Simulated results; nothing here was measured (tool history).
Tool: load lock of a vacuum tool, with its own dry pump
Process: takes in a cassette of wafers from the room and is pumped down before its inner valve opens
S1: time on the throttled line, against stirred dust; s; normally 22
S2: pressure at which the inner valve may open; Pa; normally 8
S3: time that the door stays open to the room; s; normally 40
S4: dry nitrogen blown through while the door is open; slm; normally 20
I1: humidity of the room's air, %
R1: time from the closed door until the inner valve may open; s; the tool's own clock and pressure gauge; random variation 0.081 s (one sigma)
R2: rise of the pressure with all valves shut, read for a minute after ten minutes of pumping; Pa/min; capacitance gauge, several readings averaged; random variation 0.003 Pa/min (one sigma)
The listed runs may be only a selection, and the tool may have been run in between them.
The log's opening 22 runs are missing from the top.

{"run": 23, "hour": 5509.9, "S1": 22, "S2": 13, "S3": 34, "S4": 36, "I1": 45.3, "R1": 35.73, "R2": 0.374}
{"run": 24, "hour": 5853.9, "S1": 22, "S2": 15, "S3": 40, "S4": 10, "I1": 47, "R1": 35.59, "R2": 0.408}
{"run": 25, "hour": 6055.1, "S1": 22, "S2": 15, "S3": 40, "S4": 10, "I1": 47.1, "R1": 35.53, "R2": 0.403}
{"run": 26, "hour": 6231.0, "S1": 22, "S2": 15, "S3": 40, "S4": 10, "I1": 48.5, "R1": 35.48, "R2": 0.423}
{"run": 27, "hour": 6547.2, "S1": 22, "S2": 15, "S3": 40, "S4": 10, "I1": 48.7, "R1": 35.67, "R2": 0.437}
{"run": 28, "hour": 6767.7, "S1": 22, "S2": 14, "S3": 27, "S4": 10, "I1": 44.9, "R1": 35.68, "R2": 0.44}
{"run": 29, "hour": 7024.0, "S1": 17, "S2": 8, "S3": 40, "S4": 20, "I1": 45.9, "R1": 32.41, "R2": 0.448}
{"run": 30, "hour": 7233.1, "S1": 15, "S2": 12, "S3": 33, "S4": 33, "I1": 48.1, "R1": 29.83, "R2": 0.452}
{"run": 31, "hour": 7510.2, "S1": 28, "S2": 10, "S3": 52, "S4": 40, "I1": 46.7, "R1": 41.9, "R2": 0.465}
{"run": 32, "hour": 7825.6, "S1": 22, "S2": 14, "S3": 63, "S4": 12, "I1": 44, "R1": 35.98, "R2": 0.485}
{"run": 33, "hour": 8130.5, "S1": 22, "S2": 14, "S3": 63, "S4": 12, "I1": 42.5, "R1": 35.99, "R2": 0.506}
{"run": 34, "hour": 8315.5, "S1": 22, "S2": 8, "S3": 66, "S4": 10, "I1": 48, "R1": 36.96, "R2": 0.525}
{"run": 35, "hour": 8580.9, "S1": 22, "S2": 8, "S3": 220, "S4": 6, "I1": 48.9, "R1": 37.06, "R2": 0.57}
{"run": 36, "hour": 8938.7, "S1": 22, "S2": 8, "S3": 220, "S4": 6, "I1": 46.5, "R1": 37.16, "R2": 0.582}
{"run": 37, "hour": 9091.2, "S1": 21, "S2": 8, "S3": 233, "S4": 20, "I1": 44.1, "R1": 36.19, "R2": 0.57}
{"run": 38, "hour": 9287.2, "S1": 21, "S2": 8, "S3": 233, "S4": 20, "I1": 42.4, "R1": 36.27, "R2": 0.57}

Forecast each of these 3 alternatives for the next run:
{"run": "A", "hour": 9624.1, "S1": 21, "S2": 12, "S3": 54, "S4": 20, "I1": 48.4, "R1": "?", "R2": "?"}
{"run": "B", "hour": 9624.1, "S1": 22, "S2": 8, "S3": 75, "S4": 20, "I1": 48.4, "R1": "?", "R2": "?"}
{"run": "C", "hour": 9624.1, "S1": 22, "S2": 12, "S3": 48, "S4": 20, "I1": 45.1, "R1": "?", "R2": "?"}

run=A R1=35.4 R2=0.591
run=B R1=37.24 R2=0.582
run=C R1=36.32 R2=0.573
Had the tool no hidden state, the same runs would have come out as:
run=A R1=34.02 R2=0.045
run=B R1=35.79 R2=0.041
run=C R1=34.94 R2=0.029

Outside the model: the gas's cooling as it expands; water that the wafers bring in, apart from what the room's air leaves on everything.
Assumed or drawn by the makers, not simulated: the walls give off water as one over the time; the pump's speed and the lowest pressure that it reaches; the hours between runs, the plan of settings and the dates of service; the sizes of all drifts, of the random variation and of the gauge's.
